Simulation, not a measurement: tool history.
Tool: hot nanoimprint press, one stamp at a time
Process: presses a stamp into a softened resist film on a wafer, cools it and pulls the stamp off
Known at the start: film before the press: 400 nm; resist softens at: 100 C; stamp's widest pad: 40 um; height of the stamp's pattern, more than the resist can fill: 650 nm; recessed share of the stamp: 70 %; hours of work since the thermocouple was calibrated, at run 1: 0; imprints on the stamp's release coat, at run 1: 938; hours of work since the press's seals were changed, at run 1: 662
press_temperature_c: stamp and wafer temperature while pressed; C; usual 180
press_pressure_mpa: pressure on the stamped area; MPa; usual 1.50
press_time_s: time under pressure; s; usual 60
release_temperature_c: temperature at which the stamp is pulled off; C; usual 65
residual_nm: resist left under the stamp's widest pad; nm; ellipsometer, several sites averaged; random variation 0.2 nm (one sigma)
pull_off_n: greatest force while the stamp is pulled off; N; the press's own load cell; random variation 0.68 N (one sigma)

run,hour,press_temperature_c,press_pressure_mpa,press_time_s,release_temperature_c,hours of work since the thermocouple was calibrated,imprints on the stamp's release coat,hours of work since the press's seals were changed,residual_nm,pull_off_n
1,0.0,180,1.50,60,65,0,938,662,201.4,162.5
# hour 58.2: stamp cleaned and given a new release coat
2,83.9,180,1.50,60,65,50,77,712,201.2,154.5
3,150.4,180,1.50,60,65,92,274,754,201.1,157.1
4,223.8,180,1.50,60,59,139,492,801,200.5,180.7
# hour 264.4: press's hydraulic seals changed and the load cell set to zero
5,321.2,180,1.50,60,65,196,758,36,198.0,158.3
6,402.2,180,1.50,60,65,248,998,88,197.7,160.7
# hour 410.2: plate thermocouple calibrated
# hour 445.5: stamp cleaned and given a new release coat
7,471.4,180,1.50,60,65,35,77,127,197.1,152.0
8,529.7,170,1.00,60,69,72,250,164,289.3,138.5
# hour 572.2: plate thermocouple calibrated, once more
9,614.2,184,0.94,60,69,27,492,216,223.2,139.6
10,686.6,184,0.94,60,57,73,707,262,222.6,190.0
11,758.7,176,1.50,60,58,119,921,308,217.3,188.9
# hour 827.4: stamp cleaned and given a new release coat
12,851.6,181,1.13,37,65,175,72,364,253.1,151.3
13,900.4,181,1.13,37,67,206,217,395,253.1,145.1

Forecast each of these 3 alternatives for the next run:
A,976.3,180,1.50,73,63,254,442,443,?,?
B,976.3,181,1.23,47,67,254,442,443,?,?
C,976.3,187,1.13,36,67,254,442,443,?,?

run,residual_nm,pull_off_n
A,183.2,160.9
B,227.0,144.8
C,225.6,146.6
Without the tool's hidden state the same runs would have given:
run,residual_nm,pull_off_n
A,185.5,159.5
B,229.5,143.8
C,227.9,145.6
